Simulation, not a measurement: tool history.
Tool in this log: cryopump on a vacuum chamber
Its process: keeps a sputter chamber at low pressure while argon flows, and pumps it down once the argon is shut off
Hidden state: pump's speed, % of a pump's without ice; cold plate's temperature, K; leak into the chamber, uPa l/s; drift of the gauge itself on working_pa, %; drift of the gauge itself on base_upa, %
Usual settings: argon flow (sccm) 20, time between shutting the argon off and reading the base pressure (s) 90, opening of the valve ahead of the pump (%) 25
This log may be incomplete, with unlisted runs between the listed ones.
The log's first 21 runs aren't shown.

| run | day | argon flow (sccm) | time between shutting the argon off and reading the base pressure (s) | opening of the valve ahead of the pump (%) | hours of work since the pump was warmed up and emptied | hours of work since the cold head was overhauled | hours of work since the chamber's fittings were tightened | pressure while argon flows (Pa) | pressure after the wait (uPa) |
|---|---|---|---|---|---|---|---|---|---|
| 22 | 78.788 | 10 | 98 | 19 | 1090 | 4540 | 625 | 0.0394 | 0.58 |
|  | 81.879 | pump warmed up, emptied and cooled again |
| 23 | 83.658 | 11 | 40 | 55 | 28 | 4613 | 697 | 0.0146 | 1.03 |
| 24 | 86.204 | 11 | 40 | 55 | 67 | 4652 | 737 | 0.0156 | 1.05 |
| 25 | 89.988 | 11 | 102 | 55 | 126 | 4711 | 795 | 0.0151 | 0.57 |
| 26 | 92.704 | 24 | 90 | 52 | 168 | 4753 | 837 | 0.0336 | 0.62 |
| 27 | 95.2 | 37 | 294 | 33 | 207 | 4792 | 876 | 0.0825 | 0.38 |
| 28 | 97.442 | 37 | 294 | 33 | 242 | 4826 | 911 | 0.0828 | 0.41 |
| 29 | 102.262 | 14 | 294 | 45 | 316 | 4901 | 986 | 0.0232 | 0.39 |
| 30 | 105.817 | 14 | 294 | 45 | 372 | 4956 | 1041 | 0.023 | 0.39 |
| 31 | 110.088 | 15 | 30 | 57 | 438 | 5023 | 1107 | 0.0201 | 1.38 |
| 32 | 115.396 | 20 | 53 | 23 | 520 | 5105 | 1190 | 0.0646 | 0.94 |
| 33 | 119.596 | 20 | 53 | 23 | 585 | 5170 | 1255 | 0.064 | 0.96 |
| 34 | 123.688 | 20 | 53 | 23 | 649 | 5234 | 1318 | 0.0641 | 1 |
| 35 | 128.688 | 20 | 42 | 23 | 727 | 5311 | 1396 | 0.0647 | 1.18 |

Each row is a separate what-if for the run after 35, all from the same tool condition, not one after another. Results?
| A | 132.571 | 20 | 130 | 25 | 787 | 5372 | 1456 | ? | ? |
| B | 132.571 | 9 | 111 | 36 | 787 | 5372 | 1456 | ? | ? |
| C | 132.571 | 20 | 90 | 27 | 787 | 5372 | 1456 | ? | ? |

| run | pressure while argon flows (Pa) | pressure after the wait (uPa) |
|---|---|---|
| A | 0.0603 | 0.63 |
| B | 0.0187 | 0.69 |
| C | 0.056 | 0.71 |
With no hidden state in the tool, these same runs would have given:
| run | pressure while argon flows (Pa) | pressure after the wait (uPa) |
|---|---|---|
| A | 0.058 | 0.35 |
| B | 0.0177 | 0.41 |
| C | 0.0538 | 0.43 |
